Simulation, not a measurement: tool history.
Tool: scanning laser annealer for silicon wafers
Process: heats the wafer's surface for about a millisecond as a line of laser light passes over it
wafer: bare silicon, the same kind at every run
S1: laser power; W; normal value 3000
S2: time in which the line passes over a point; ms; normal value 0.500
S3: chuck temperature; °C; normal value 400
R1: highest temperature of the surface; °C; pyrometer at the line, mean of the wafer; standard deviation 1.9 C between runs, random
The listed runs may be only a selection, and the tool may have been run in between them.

Run 1, hour 0.0: usual settings. Result: R1 1080 °C.
Run 2, hour 28.4: usual settings but S2 0.351 ms. Result: R1 984 °C.
Run 3, hour 41.3: usual settings but S2 0.351 ms. Result: R1 986 °C.
Run 4, hour 66.2: usual settings but S2 0.351 ms. Result: R1 981 °C.
Run 5, hour 82.5: usual settings but S2 0.351 ms. Result: R1 980 °C.
Run 6, hour 105.4: usual settings but S2 0.351 ms. Result: R1 979 °C.
Run 7, hour 117.7: usual settings but S2 0.359 ms. Result: R1 985 °C.
Run 8, hour 135.0: usual settings. Result: R1 1073 °C.
Run 9, hour 163.3: usual settings but S2 0.568 ms. Result: R1 1106 °C.
Run 10, hour 184.6: usual settings but S2 0.568 ms. Result: R1 1113 °C.
Run 11, hour 208.4: usual settings but S2 0.568 ms. Result: R1 1111 °C.
Run 12, hour 234.0: usual settings but S3 414 °C. Result: R1 1086 °C.
Run 13, hour 250.1: usual settings but S3 414 °C. Result: R1 1089 °C.
Run 14, hour 275.5: usual settings but S3 414 °C. Result: R1 1085 °C.
Run 15, hour 290.3: usual settings but S3 414 °C. Result: R1 1084 °C.
Run 16, hour 311.1: usual settings but S3 414 °C. Result: R1 1083 °C.
Run 17, hour 328.1: usual settings but S1 3036 W, S2 0.562 ms, S3 373 °C. Result: R1 1085 °C.
Run 18, hour 349.5: usual settings but S2 0.591 ms, S3 387 °C. Result: R1 1102 °C.
Run 19, hour 372.1: usual settings but S1 3045 W, S3 398 °C. Result: R1 1077 °C.
Run 20, hour 384.4: usual settings but S3 372 °C. Result: R1 1037 °C.
Run 21, hour 404.8: usual settings but S1 2575 W, S3 408 °C. Result: R1 967 °C.
Run 22, hour 427.9: usual settings but S1 2575 W, S3 397 °C. Result: R1 959 °C.
Run 23, hour 446.0: usual settings but S1 2575 W, S3 397 °C. Result: R1 957 °C.
Run 24, hour 460.1: usual settings but S1 2969 W, S2 0.423 ms, S3 385 °C. Result: R1 999 °C.
Run 25, hour 493.1: usual settings but S1 3186 W, S2 0.440 ms. Result: R1 1089 °C.
Run 26, hour 510.2: usual settings but S1 3145 W, S2 0.504 ms, S3 390 °C. Result: R1 1103 °C.
Run 27, hour 526.9: usual settings but S1 3005 W, S2 0.417 ms, S3 426 °C. Result: R1 1057 °C.

Not shown here: 1 entry made in the log between runs. Locate each between two listed runs and compare the hidden state at the listed run before it with the hidden state at the listed run after it:
Runs 24 to 25: optics aligned, line set to its width (hour 491.6)
  light that passes the window, % of a clean one's: 94.94 -> 94.85; width of the line over the set one, %: 3.74 -> 0.23
  measured value less the no-hidden-state value, R1: -52 -> -41 °C
